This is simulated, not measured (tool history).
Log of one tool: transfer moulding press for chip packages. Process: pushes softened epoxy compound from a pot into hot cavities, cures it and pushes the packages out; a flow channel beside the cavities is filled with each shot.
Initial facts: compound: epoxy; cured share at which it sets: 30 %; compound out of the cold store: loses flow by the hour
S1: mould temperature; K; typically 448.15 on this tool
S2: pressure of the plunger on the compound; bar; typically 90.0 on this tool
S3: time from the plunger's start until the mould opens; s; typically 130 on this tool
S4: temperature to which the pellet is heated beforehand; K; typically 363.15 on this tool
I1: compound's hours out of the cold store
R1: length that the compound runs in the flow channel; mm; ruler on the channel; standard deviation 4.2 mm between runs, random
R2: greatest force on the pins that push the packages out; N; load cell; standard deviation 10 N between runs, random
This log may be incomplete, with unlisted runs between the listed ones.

run 1 hour=0.0 | S1=448.15 S2=90.0 S3=130 S4=363.15 | I1=29.1 | R1=579 R2=472
run 2 hour=18.5 | S1=448.15 S2=90.0 S3=130 S4=363.15 | I1=38.0 | R1=573 R2=502
run 3 hour=47.4 | S1=448.15 S2=90.0 S3=130 S4=363.15 | I1=28.9 | R1=583 R2=576
run 4 hour=86.4 | S1=448.15 S2=90.0 S3=130 S4=363.15 | I1=20.5 | R1=596 R2=609
-- hour=94.5 cavities cleaned with cleaning compound and waxed
run 5 hour=125.2 | S1=448.15 S2=90.0 S3=130 S4=363.15 | I1=37.8 | R1=561 R2=517
run 6 hour=156.6 | S1=448.15 S2=90.0 S3=130 S4=363.15 | I1=33.5 | R1=571 R2=568
-- hour=190.9 cavities cleaned with cleaning compound and waxed
-- hour=201.5 mould's thermocouples calibrated
run 7 hour=201.5 | S1=448.15 S2=90.0 S3=130 S4=363.15 | I1=25.5 | R1=581 R2=485
run 8 hour=237.4 | S1=444.15 S2=90.0 S3=130 S4=363.15 | I1=36.2 | R1=560 R2=692
run 9 hour=261.0 | S1=448.15 S2=90.0 S3=130 S4=370.15 | I1=24.5 | R1=582 R2=572
-- hour=284.9 mould's thermocouples calibrated, once more
-- hour=289.8 cavities cleaned with cleaning compound and waxed
run 10 hour=295.3 | S1=444.15 S2=90.0 S3=130 S4=370.15 | I1=43.9 | R1=538 R2=542
run 11 hour=330.2 | S1=444.15 S2=90.0 S3=130 S4=370.15 | I1=28.8 | R1=580 R2=704
run 12 hour=357.5 | S1=444.15 S2=90.0 S3=130 S4=370.15 | I1=47.6 | R1=537 R2=752
run 13 hour=375.3 | S1=444.15 S2=90.0 S3=127 S4=370.15 | I1=31.7 | R1=569 R2=825
-- hour=384.1 cavities cleaned with cleaning compound and waxed
run 14 hour=394.9 | S1=444.15 S2=90.0 S3=127 S4=370.15 | I1=26.2 | R1=577 R2=660
run 15 hour=413.3 | S1=448.15 S2=101.9 S3=163 S4=365.15 | I1=28.8 | R1=596 R2=410
run 16 hour=441.1 | S1=445.15 S2=101.9 S3=163 S4=365.15 | I1=47.3 | R1=558 R2=511

Estimate the outcome of run 17 from the log above:
-- hour=464.8 plunger's sealing rings changed
run 17 hour=469.9 | S1=448.15 S2=90.0 S3=130 S4=370.15 | I1=47.3 | R1=? R2=?

R1: 551 mm
R2: 583 N
Without the tool's hidden state the same run would have given R1 553 mm, R2 424 N.
